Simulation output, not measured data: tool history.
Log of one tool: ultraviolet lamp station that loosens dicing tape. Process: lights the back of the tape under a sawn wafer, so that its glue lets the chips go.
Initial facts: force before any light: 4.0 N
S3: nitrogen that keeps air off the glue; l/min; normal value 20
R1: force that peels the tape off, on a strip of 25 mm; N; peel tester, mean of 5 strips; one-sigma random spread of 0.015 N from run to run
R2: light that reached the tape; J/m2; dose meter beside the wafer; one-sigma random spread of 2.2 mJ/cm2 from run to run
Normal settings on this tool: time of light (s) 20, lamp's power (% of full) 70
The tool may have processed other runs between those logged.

{"run": 1, "hour": 0.0, "time of light (s)": 20, "lamp's power (% of full)": 70, "S3": 20, "R1": 0.958, "R2": 1680}
{"run": 2, "hour": 10.1, "time of light (s)": 20, "lamp's power (% of full)": 70, "S3": 20, "R1": 0.988, "R2": 1640}
{"run": 3, "hour": 28.0, "time of light (s)": 14, "lamp's power (% of full)": 70, "S3": 20, "R1": 1.494, "R2": 1150}
{"run": 4, "hour": 46.7, "time of light (s)": 14, "lamp's power (% of full)": 70, "S3": 20, "R1": 1.427, "R2": 1140}
{"run": 5, "hour": 56.7, "time of light (s)": 14, "lamp's power (% of full)": 70, "S3": 20, "R1": 1.487, "R2": 1120}
{"run": 6, "hour": 72.5, "time of light (s)": 14, "lamp's power (% of full)": 70, "S3": 20, "R1": 1.467, "R2": 1160}
{"run": 7, "hour": 81.3, "time of light (s)": 20, "lamp's power (% of full)": 70, "S3": 20, "R1": 1.003, "R2": 1630}
{"run": 8, "hour": 99.3, "time of light (s)": 20, "lamp's power (% of full)": 70, "S3": 20, "R1": 0.993, "R2": 1590}
{"run": 9, "hour": 118.1, "time of light (s)": 20, "lamp's power (% of full)": 70, "S3": 20, "R1": 1.031, "R2": 1530}
{"run": 10, "hour": 127.8, "time of light (s)": 20, "lamp's power (% of full)": 70, "S3": 20, "R1": 1.009, "R2": 1600}
{"run": 11, "hour": 142.8, "time of light (s)": 20, "lamp's power (% of full)": 70, "S3": 20, "R1": 1.035, "R2": 1520}
{"run": 12, "hour": 153.3, "time of light (s)": 20, "lamp's power (% of full)": 70, "S3": 20, "R1": 1.036, "R2": 1550}
{"run": 13, "hour": 162.0, "time of light (s)": 20, "lamp's power (% of full)": 70, "S3": 20, "R1": 1.018, "R2": 1530}
{"run": 14, "hour": 172.7, "time of light (s)": 20, "lamp's power (% of full)": 70, "S3": 20, "R1": 1.032, "R2": 1540}
{"run": 15, "hour": 190.9, "time of light (s)": 20, "lamp's power (% of full)": 70, "S3": 20, "R1": 1.054, "R2": 1520}
{"run": 16, "hour": 201.4, "time of light (s)": 13, "lamp's power (% of full)": 70, "S3": 20, "R1": 1.611, "R2": 970}
{"run": 17, "hour": 216.3, "time of light (s)": 13, "lamp's power (% of full)": 70, "S3": 20, "R1": 1.647, "R2": 990}
{"run": 18, "hour": 226.3, "time of light (s)": 20, "lamp's power (% of full)": 90, "S3": 20, "R1": 0.762, "R2": 1940}
{"run": 19, "hour": 239.6, "time of light (s)": 20, "lamp's power (% of full)": 90, "S3": 20, "R1": 0.8, "R2": 1950}
{"run": 20, "hour": 248.5, "time of light (s)": 36, "lamp's power (% of full)": 70, "S3": 20, "R1": 0.467, "R2": 2680}
{"run": 21, "hour": 259.0, "time of light (s)": 36, "lamp's power (% of full)": 70, "S3": 20, "R1": 0.482, "R2": 2660}
{"run": 22, "hour": 277.1, "time of light (s)": 20, "lamp's power (% of full)": 70, "S3": 20, "R1": 1.097, "R2": 1470}
{"run": 23, "hour": 290.7, "time of light (s)": 20, "lamp's power (% of full)": 70, "S3": 20, "R1": 1.157, "R2": 1450}
{"run": 24, "hour": 310.1, "time of light (s)": 36, "lamp's power (% of full)": 70, "S3": 24, "R1": 0.461, "R2": 2610}
{"run": 25, "hour": 321.6, "time of light (s)": 36, "lamp's power (% of full)": 70, "S3": 24, "R1": 0.457, "R2": 2630}
{"run": 26, "hour": 338.0, "time of light (s)": 36, "lamp's power (% of full)": 73, "S3": 24, "R1": 0.453, "R2": 2700}
{"run": 27, "hour": 354.9, "time of light (s)": 36, "lamp's power (% of full)": 73, "S3": 24, "R1": 0.423, "R2": 2610}
{"hour": 363.1, "done": "window cleaned of glue's vapour"}
{"run": 28, "hour": 369.3, "time of light (s)": 36, "lamp's power (% of full)": 73, "S3": 24, "R1": 0.419, "R2": 2840}
{"run": 29, "hour": 388.2, "time of light (s)": 36, "lamp's power (% of full)": 73, "S3": 24, "R1": 0.423, "R2": 2740}
{"run": 30, "hour": 408.4, "time of light (s)": 14, "lamp's power (% of full)": 73, "S3": 38, "R1": 1.284, "R2": 1050}
{"run": 31, "hour": 420.1, "time of light (s)": 14, "lamp's power (% of full)": 73, "S3": 38, "R1": 1.306, "R2": 1090}
{"run": 32, "hour": 430.2, "time of light (s)": 19, "lamp's power (% of full)": 70, "S3": 17, "R1": 1.245, "R2": 1410}
{"run": 33, "hour": 447.1, "time of light (s)": 16, "lamp's power (% of full)": 67, "S3": 20, "R1": 1.426, "R2": 1110}
{"run": 34, "hour": 464.6, "time of light (s)": 10, "lamp's power (% of full)": 66, "S3": 27, "R1": 2.064, "R2": 680}
{"run": 35, "hour": 479.1, "time of light (s)": 10, "lamp's power (% of full)": 66, "S3": 8, "R1": 2.548, "R2": 720}
{"run": 36, "hour": 499.6, "time of light (s)": 10, "lamp's power (% of full)": 66, "S3": 8, "R1": 2.568, "R2": 660}
{"run": 37, "hour": 515.6, "time of light (s)": 29, "lamp's power (% of full)": 99, "S3": 10, "R1": 0.601, "R2": 2840}
{"run": 38, "hour": 530.5, "time of light (s)": 29, "lamp's power (% of full)": 99, "S3": 10, "R1": 0.634, "R2": 2860}
{"run": 39, "hour": 541.4, "time of light (s)": 29, "lamp's power (% of full)": 99, "S3": 10, "R1": 0.615, "R2": 2820}
{"run": 40, "hour": 558.8, "time of light (s)": 29, "lamp's power (% of full)": 93, "S3": 29, "R1": 0.427, "R2": 2630}
{"hour": 575.6, "done": "lamp changed"}
{"run": 41, "hour": 578.3, "time of light (s)": 29, "lamp's power (% of full)": 93, "S3": 29, "R1": 0.262, "R2": 3680}
{"run": 42, "hour": 598.6, "time of light (s)": 19, "lamp's power (% of full)": 89, "S3": 17, "R1": 0.643, "R2": 2310}
{"run": 43, "hour": 614.1, "time of light (s)": 20, "lamp's power (% of full)": 61, "S3": 20, "R1": 0.955, "R2": 1690}
{"run": 44, "hour": 629.0, "time of light (s)": 22, "lamp's power (% of full)": 62, "S3": 38, "R1": 0.654, "R2": 1810}

Selected run-to-run steps in R1, each split into two signed amounts: the part the tool would show with no hidden state at all (from settings, incoming material and random variation), and the remainder, which goes to the hidden state together with any gauge scatter not common to the measured and the hidden-state-free results:
Hidden conditions of the tool in this case: lamp's light, % of a new lamp's; light that the window lets through, % of a clean one's; drift of the gauge itself on peel_n, %; drift of the gauge itself on dose_mj_cm2, %.
Run 17 -> 18: time of light (s) 13 -> 20, lamp's power (% of full) 70 -> 90. R1 -0.885 N: hidden state -0.131, all else -0.754.
Run 21 -> 22: time of light (s) 36 -> 20. R1 +0.615 N: hidden state +0.201, all else +0.414.
Run 23 -> 24: time of light (s) 20 -> 36, S3 20 -> 24. R1 -0.696 N: hidden state -0.231, all else -0.465.
Run 29 -> 30: time of light (s) 36 -> 14, S3 24 -> 38. R1 +0.861 N: hidden state +0.263, all else +0.598.
Run 36 -> 37: time of light (s) 10 -> 29, lamp's power (% of full) 66 -> 99, S3 8 -> 10. R1 -1.967 N: hidden state -0.19, all else -1.777.
